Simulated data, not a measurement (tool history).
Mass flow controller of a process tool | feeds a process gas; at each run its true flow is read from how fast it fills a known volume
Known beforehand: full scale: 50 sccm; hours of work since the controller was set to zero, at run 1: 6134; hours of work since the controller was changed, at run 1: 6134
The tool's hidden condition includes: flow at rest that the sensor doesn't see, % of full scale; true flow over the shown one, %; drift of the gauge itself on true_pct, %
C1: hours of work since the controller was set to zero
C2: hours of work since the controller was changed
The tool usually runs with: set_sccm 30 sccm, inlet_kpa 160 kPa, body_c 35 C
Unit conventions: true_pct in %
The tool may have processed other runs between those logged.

{"run": 1, "day": 0.0, "set_sccm": 30, "inlet_kpa": 160, "body_c": 35, "C1": 6134, "C2": 6134, "true_pct": 101.87}
{"run": 2, "day": 10.804, "set_sccm": 15, "inlet_kpa": 160, "body_c": 35, "C1": 6266, "C2": 6266, "true_pct": 101.79}
{"run": 3, "day": 28.25, "set_sccm": 15, "inlet_kpa": 160, "body_c": 35, "C1": 6481, "C2": 6481, "true_pct": 102.02}
{"run": 4, "day": 42.367, "set_sccm": 30, "inlet_kpa": 160, "body_c": 34, "C1": 6654, "C2": 6654, "true_pct": 102.08}
{"run": 5, "day": 53.571, "set_sccm": 30, "inlet_kpa": 160, "body_c": 34, "C1": 6792, "C2": 6792, "true_pct": 102.24}
{"run": 6, "day": 68.1, "set_sccm": 8, "inlet_kpa": 160, "body_c": 35, "C1": 6970, "C2": 6970, "true_pct": 102.75}
{"run": 7, "day": 89.842, "set_sccm": 5, "inlet_kpa": 160, "body_c": 35, "C1": 7237, "C2": 7237, "true_pct": 104.05}
{"run": 8, "day": 102.408, "set_sccm": 30, "inlet_kpa": 165, "body_c": 35, "C1": 7392, "C2": 7392, "true_pct": 102.31}
{"run": 9, "day": 113.279, "set_sccm": 10, "inlet_kpa": 160, "body_c": 35, "C1": 7525, "C2": 7525, "true_pct": 102.92}
{"run": 10, "day": 133.242, "set_sccm": 30, "inlet_kpa": 160, "body_c": 35, "C1": 7770, "C2": 7770, "true_pct": 102.57}
{"run": 11, "day": 145.854, "set_sccm": 30, "inlet_kpa": 228, "body_c": 35, "C1": 7925, "C2": 7925, "true_pct": 102.73}
{"run": 12, "day": 157.329, "set_sccm": 30, "inlet_kpa": 228, "body_c": 35, "C1": 8066, "C2": 8066, "true_pct": 102.75}
{"day": 173.717, "done": "controller's zero set anew"}
{"run": 13, "day": 179.017, "set_sccm": 30, "inlet_kpa": 228, "body_c": 35, "C1": 65, "C2": 8332, "true_pct": 102.52}
{"run": 14, "day": 198.571, "set_sccm": 30, "inlet_kpa": 228, "body_c": 35, "C1": 305, "C2": 8573, "true_pct": 102.45}
{"run": 15, "day": 210.696, "set_sccm": 30, "inlet_kpa": 154, "body_c": 35, "C1": 454, "C2": 8722, "true_pct": 102.55}
{"run": 16, "day": 229.946, "set_sccm": 30, "inlet_kpa": 154, "body_c": 35, "C1": 691, "C2": 8958, "true_pct": 102.63}
{"run": 17, "day": 244.633, "set_sccm": 30, "inlet_kpa": 160, "body_c": 35, "C1": 871, "C2": 9139, "true_pct": 102.6}
{"run": 18, "day": 267.075, "set_sccm": 31, "inlet_kpa": 270, "body_c": 21, "C1": 1147, "C2": 9414, "true_pct": 103.95}
{"run": 19, "day": 284.638, "set_sccm": 7, "inlet_kpa": 160, "body_c": 26, "C1": 1363, "C2": 9630, "true_pct": 103.34}
{"run": 20, "day": 306.354, "set_sccm": 30, "inlet_kpa": 206, "body_c": 35, "C1": 1629, "C2": 9897, "true_pct": 102.99}
{"run": 21, "day": 323.429, "set_sccm": 5, "inlet_kpa": 194, "body_c": 38, "C1": 1839, "C2": 10107, "true_pct": 103.17}
{"run": 22, "day": 333.012, "set_sccm": 13, "inlet_kpa": 221, "body_c": 35, "C1": 1957, "C2": 10224, "true_pct": 102.94}
{"run": 23, "day": 350.188, "set_sccm": 20, "inlet_kpa": 266, "body_c": 23, "C1": 2168, "C2": 10435, "true_pct": 103.96}
{"run": 24, "day": 372.938, "set_sccm": 20, "inlet_kpa": 266, "body_c": 23, "C1": 2447, "C2": 10715, "true_pct": 104.14}
{"run": 25, "day": 393.771, "set_sccm": 20, "inlet_kpa": 147, "body_c": 35, "C1": 2703, "C2": 10971, "true_pct": 103.31}
{"run": 26, "day": 409.467, "set_sccm": 26, "inlet_kpa": 150, "body_c": 35, "C1": 2896, "C2": 11163, "true_pct": 103.56}
{"run": 27, "day": 433.204, "set_sccm": 23, "inlet_kpa": 150, "body_c": 26, "C1": 3188, "C2": 11455, "true_pct": 104.23}
{"day": 440.508, "done": "controller exchanged for a calibrated one"}
{"run": 28, "day": 454.758, "set_sccm": 30, "inlet_kpa": 273, "body_c": 30, "C1": 175, "C2": 175, "true_pct": 99.43}
{"run": 29, "day": 468.662, "set_sccm": 24, "inlet_kpa": 168, "body_c": 21, "C1": 346, "C2": 346, "true_pct": 99.93}
{"run": 30, "day": 487.392, "set_sccm": 25, "inlet_kpa": 214, "body_c": 25, "C1": 576, "C2": 576, "true_pct": 99.89}
{"run": 31, "day": 501.246, "set_sccm": 32, "inlet_kpa": 160, "body_c": 35, "C1": 746, "C2": 746, "true_pct": 99.37}
{"run": 32, "day": 514.454, "set_sccm": 32, "inlet_kpa": 160, "body_c": 35, "C1": 908, "C2": 908, "true_pct": 99.41}
{"run": 33, "day": 534.542, "set_sccm": 32, "inlet_kpa": 142, "body_c": 33, "C1": 1155, "C2": 1155, "true_pct": 99.69}
{"run": 34, "day": 544.808, "set_sccm": 30, "inlet_kpa": 160, "body_c": 30, "C1": 1281, "C2": 1281, "true_pct": 99.76}

Measured result minus the same run's result without the hidden state. Both carry the same run-to-run variation, though not necessarily the same gauge scatter:
run=1 true_pct=+2.98
run=2 true_pct=+3.42
run=3 true_pct=+3.54
run=4 true_pct=+3.21
run=5 true_pct=+3.28
run=6 true_pct=+4.54
run=7 true_pct=+5.71
run=8 true_pct=+3.54
run=9 true_pct=+4.54
run=10 true_pct=+3.71
run=11 true_pct=+3.79
run=12 true_pct=+3.84
run=13 true_pct=+3.52
run=14 true_pct=+3.63
run=15 true_pct=+3.69
run=16 true_pct=+3.8
run=17 true_pct=+3.88
run=18 true_pct=+4
run=19 true_pct=+4.62
run=20 true_pct=+4.2
run=21 true_pct=+5.27
run=22 true_pct=+4.61
run=23 true_pct=+4.55
run=24 true_pct=+4.68
run=25 true_pct=+4.8
run=26 true_pct=+4.8
run=27 true_pct=+4.98
run=28 true_pct=+0.26
run=29 true_pct=+0.34
run=30 true_pct=+0.44
run=31 true_pct=+0.5
run=32 true_pct=+0.56
run=33 true_pct=+0.67
run=34 true_pct=+0.73
